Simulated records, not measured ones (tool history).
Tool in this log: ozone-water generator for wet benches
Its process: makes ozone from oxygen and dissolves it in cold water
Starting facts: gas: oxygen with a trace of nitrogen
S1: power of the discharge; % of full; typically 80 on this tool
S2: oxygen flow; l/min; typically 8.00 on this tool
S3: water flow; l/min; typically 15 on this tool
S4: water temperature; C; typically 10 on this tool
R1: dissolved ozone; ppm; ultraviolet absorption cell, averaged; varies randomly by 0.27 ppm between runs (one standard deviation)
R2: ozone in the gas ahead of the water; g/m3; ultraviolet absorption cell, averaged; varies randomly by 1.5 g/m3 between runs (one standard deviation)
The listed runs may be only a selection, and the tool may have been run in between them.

| run | hour | S1 | S2 | S3 | S4 | R1 | R2 |
|---|---|---|---|---|---|---|---|
| 1 | 0.0 | 80 | 8.00 | 15 | 10 | 41.7 | 289.2 |
| 2 | 178.3 | 80 | 8.00 | 15 | 10 | 41.5 | 286.5 |
| 3 | 323.8 | 80 | 8.00 | 15 | 10 | 42.0 | 290.9 |
| 4 | 413.7 | 80 | 8.00 | 15 | 10 | 41.7 | 288.3 |
| 5 | 560.7 | 80 | 8.00 | 15 | 10 | 42.0 | 288.6 |
| 6 | 643.8 | 80 | 8.00 | 15 | 10 | 41.8 | 291.5 |
| 7 | 763.2 | 70 | 8.00 | 15 | 10 | 37.0 | 255.3 |
| 8 | 888.4 | 80 | 8.00 | 15 | 10 | 41.8 | 290.2 |
| 9 | 1015.1 | 80 | 8.00 | 15 | 10 | 42.0 | 289.9 |
| 10 | 1090.8 | 80 | 8.00 | 15 | 10 | 42.3 | 290.0 |
| 11 | 1171.5 | 80 | 8.00 | 15 | 10 | 41.6 | 288.9 |
| 12 | 1304.1 | 86 | 8.00 | 15 | 10 | 44.4 | 313.4 |
| 13 | 1380.3 | 80 | 11.00 | 15 | 10 | 39.8 | 246.8 |
| 14 | 1543.3 | 80 | 8.00 | 15 | 7 | 43.9 | 292.1 |
| 15 | 1707.6 | 80 | 8.00 | 15 | 7 | 44.6 | 292.3 |
| 16 | 1828.1 | 80 | 8.00 | 15 | 7 | 44.1 | 290.9 |
|  | 1975.2 | water thermometer calibrated |
| 17 | 1975.2 | 80 | 8.00 | 15 | 7 | 43.8 | 291.8 |
| 18 | 2086.3 | 93 | 7.98 | 10 | 7 | 66.5 | 341.3 |
| 19 | 2180.0 | 93 | 7.98 | 15 | 7 | 50.5 | 335.1 |
| 20 | 2278.1 | 80 | 8.00 | 16 | 10 | 39.5 | 293.5 |
| 21 | 2455.3 | 80 | 8.00 | 16 | 10 | 39.5 | 293.7 |
| 22 | 2603.4 | 84 | 8.00 | 21 | 6 | 36.1 | 305.0 |
| 23 | 2678.0 | 41 | 9.36 | 21 | 6 | 18.2 | 142.8 |
| 24 | 2804.2 | 96 | 6.43 | 21 | 6 | 40.5 | 393.8 |
| 25 | 2888.0 | 96 | 6.43 | 21 | 6 | 40.4 | 390.9 |
| 26 | 2999.6 | 96 | 6.43 | 21 | 6 | 40.3 | 392.5 |
| 27 | 3174.5 | 74 | 7.46 | 22 | 9 | 29.2 | 282.2 |
| 28 | 3337.7 | 92 | 9.72 | 19 | 9 | 40.1 | 303.4 |
| 29 | 3469.4 | 92 | 6.36 | 21 | 9 | 37.3 | 378.7 |
|  | 3568.4 | contactor cleaned |
| 30 | 3592.5 | 97 | 11.72 | 15 | 10 | 47.3 | 285.3 |
| 31 | 3700.1 | 80 | 8.00 | 23 | 10 | 29.8 | 292.5 |
| 32 | 3792.9 | 80 | 8.00 | 23 | 10 | 29.5 | 294.3 |

What if the next run were any one of these 4? Each begins from the tool's condition after run 32:
| A | 3961.4 | 92 | 8.00 | 18 | 8 | ? | ? |
| B | 3961.4 | 87 | 5.71 | 9 | 10 | ? | ? |
| C | 3961.4 | 80 | 11.57 | 12 | 14 | ? | ? |
| D | 3961.4 | 80 | 4.11 | 15 | 10 | ? | ? |

| run | R1 | R2 |
|---|---|---|
| A | 42.9 | 334.9 |
| B | 66.5 | 382.3 |
| C | 41.7 | 242.8 |
| D | 42.7 | 424.0 |
Without the tool's hidden state the same runs would have given:
| run | R1 | R2 |
|---|---|---|
| A | 42.9 | 328.2 |
| B | 66.6 | 374.7 |
| C | 41.8 | 238.0 |
| D | 42.7 | 415.6 |
